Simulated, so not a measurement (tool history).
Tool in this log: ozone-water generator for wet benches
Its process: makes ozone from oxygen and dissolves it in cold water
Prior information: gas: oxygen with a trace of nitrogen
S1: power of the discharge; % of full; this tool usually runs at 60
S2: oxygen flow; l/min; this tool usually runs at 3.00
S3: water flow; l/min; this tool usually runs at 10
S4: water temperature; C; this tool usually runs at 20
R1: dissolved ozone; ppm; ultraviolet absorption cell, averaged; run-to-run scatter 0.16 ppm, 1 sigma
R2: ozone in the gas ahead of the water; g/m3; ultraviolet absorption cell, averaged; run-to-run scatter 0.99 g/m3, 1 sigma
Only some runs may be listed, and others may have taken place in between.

run    hour  S1    S2  S3  S4    R1     R2
  1     0.0  60  3.00  10  20  21.0  163.1
  2   104.6  60  3.00  10  20  21.1  164.3
  3   197.9  60  3.00  10  20  20.7  164.1
  4   305.4  60  3.00  10  20  20.8  165.0
  5   397.6  60  3.00  10  24  19.4  164.8
  6   501.8  60  3.00  10  24  19.4  164.2
  7   587.8  60  3.00  10  24  19.5  163.4
  8   676.7  60  3.00  10  24  19.1  162.5
      721.4  -- water thermometer calibrated
  9   765.7  60  3.00   9  24  20.9  163.5
 10   821.1  60  3.00   9  24  21.1  161.4
 11   889.7  60  4.31   9  24  20.3  136.8
 12   951.0  60  4.31   9  24  20.3  137.1
 13  1050.0  60  4.31   9  14  24.0  136.3
 14  1139.8  60  4.31   9  14  24.3  135.4
 15  1233.8  60  4.31  13  14  18.9  136.2
 16  1309.7  60  4.31  10  14  22.7  135.4
 17  1421.7  47  1.68  10  14  18.4  188.9
 18  1525.7  58  3.00  10  20  20.2  157.4
 19  1621.1  58  2.90   7  26  22.6  161.4
 20  1704.4  58  2.90  14  26  14.2  161.0
 21  1819.1  87  4.67   9  20  25.6  155.3
 22  1878.1  87  4.67   9  20  25.4  157.3
 23  1956.8  42  2.77  14  21  12.6  141.0

What if the next run were any one of these 4? Each begins from the tool's condition after run 23:
  A  2046.2  60  3.50  10  13   ?   ?
  B  2046.2  62  3.00  15  20   ?   ?
  C  2046.2  42  4.20  14  25   ?   ?
  D  2046.2  60  3.00  16  24   ?   ?

run    R1     R2
  A  22.8  148.7
  B  15.0  163.1
  C  12.4  116.6
  D  13.2  160.9
Had the tool no hidden state, the same runs would have come out as:
run    R1     R2
  A  24.7  157.7
  B  16.3  173.1
  C  13.4  122.2
  D  14.4  170.6
